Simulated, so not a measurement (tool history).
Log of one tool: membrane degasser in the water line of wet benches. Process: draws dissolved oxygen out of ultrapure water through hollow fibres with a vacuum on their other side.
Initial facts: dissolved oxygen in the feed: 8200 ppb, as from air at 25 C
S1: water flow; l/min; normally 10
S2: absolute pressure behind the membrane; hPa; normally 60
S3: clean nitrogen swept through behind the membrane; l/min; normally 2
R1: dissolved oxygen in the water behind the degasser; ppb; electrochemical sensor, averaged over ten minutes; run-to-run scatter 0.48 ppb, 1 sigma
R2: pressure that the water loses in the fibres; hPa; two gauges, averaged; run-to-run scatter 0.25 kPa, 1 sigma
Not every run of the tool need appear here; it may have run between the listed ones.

Run 1, day 0: usual settings. Result: R1 38.2 ppb, R2 657.9 hPa.
Run 2, day 3.083: usual settings. Result: R1 38.2 ppb, R2 656.9 hPa.
Run 3, day 5.896: usual settings. Result: R1 37.6 ppb, R2 660.1 hPa.
Run 4, day 9.3: usual settings but S3 4.2 l/min. Result: R1 20.3 ppb, R2 654.9 hPa.
Run 5, day 12.754: usual settings but S3 4.2 l/min. Result: R1 20.6 ppb, R2 658.7 hPa.
Run 6, day 18.325: usual settings. Result: R1 38.6 ppb, R2 658.6 hPa.
Run 7, day 21.867: usual settings. Result: R1 37.1 ppb, R2 655.9 hPa.
Run 8, day 26.775: usual settings. Result: R1 37.4 ppb, R2 660.4 hPa.
Run 9, day 29.692: usual settings. Result: R1 38.1 ppb, R2 663.1 hPa.
Run 10, day 32.592: usual settings. Result: R1 37.4 ppb, R2 660.4 hPa.
Run 11, day 36.979: usual settings. Result: R1 37.7 ppb, R2 661.4 hPa.
Run 12, day 39.375: usual settings. Result: R1 38.1 ppb, R2 658.5 hPa.
Run 13, day 44.9: usual settings. Result: R1 37.9 ppb, R2 660.7 hPa.
Run 14, day 49.512: usual settings. Result: R1 37.9 ppb, R2 658.1 hPa.
Run 15, day 54.821: usual settings. Result: R1 36.7 ppb, R2 660.9 hPa.
Run 16, day 58.358: usual settings. Result: R1 36.9 ppb, R2 657 hPa.
Run 17, day 62.917: usual settings but S1 6 l/min, S2 72.2 hPa. Result: R1 30.1 ppb, R2 392.5 hPa.
Run 18, day 68.862: usual settings but S2 45.4 hPa. Result: R1 21 ppb, R2 659 hPa.
Run 19, day 74.067: usual settings but S2 67.6 hPa, S3 2.92 l/min. Result: R1 33.8 ppb, R2 657 hPa.
Run 20, day 77.975: usual settings but S2 67.6 hPa, S3 2.92 l/min. Result: R1 32.9 ppb, R2 662.8 hPa.
Run 21, day 80.954: usual settings but S1 7 l/min, S2 40.4 hPa. Result: R1 7.9 ppb, R2 460.5 hPa.
Run 22, day 84.379: usual settings but S2 47 hPa. Result: R1 21.7 ppb, R2 659.9 hPa.
Run 23, day 89.942: usual settings but S2 47 hPa. Result: R1 22 ppb, R2 663 hPa.
Run 24, day 94.812: usual settings but S1 13 l/min, S2 41.5 hPa, S3 2.2 l/min. Result: R1 27.4 ppb, R2 860 hPa.
At day 97.354: vacuum gauge calibrated.
Run 25, day 98.229: usual settings but S1 13 l/min, S2 56.3 hPa, S3 1.75 l/min. Result: R1 55.6 ppb, R2 859 hPa.
Run 26, day 102.958: usual settings but S1 13 l/min, S2 56.3 hPa, S3 1.75 l/min. Result: R1 57.4 ppb, R2 858.3 hPa.
Run 27, day 108.65: usual settings but S1 13 l/min, S2 56.3 hPa, S3 1.75 l/min. Result: R1 56 ppb, R2 863.5 hPa.
Run 28, day 113.638: usual settings but S1 11 l/min, S2 42.3 hPa, S3 5.82 l/min. Result: R1 10.4 ppb, R2 723.4 hPa.

The next listed run, before its measurement:
Run 29, day 116.871: usual settings but S1 7 l/min, S2 69.2 hPa. Result: R1 ?, R2 ?.

{"run 29": {"R1": 32.3, "R2": 461.8}}
On a tool with no hidden condition, and with the same random variation, this run would have come out at R1 32.3 ppb, R2 460.8 hPa.
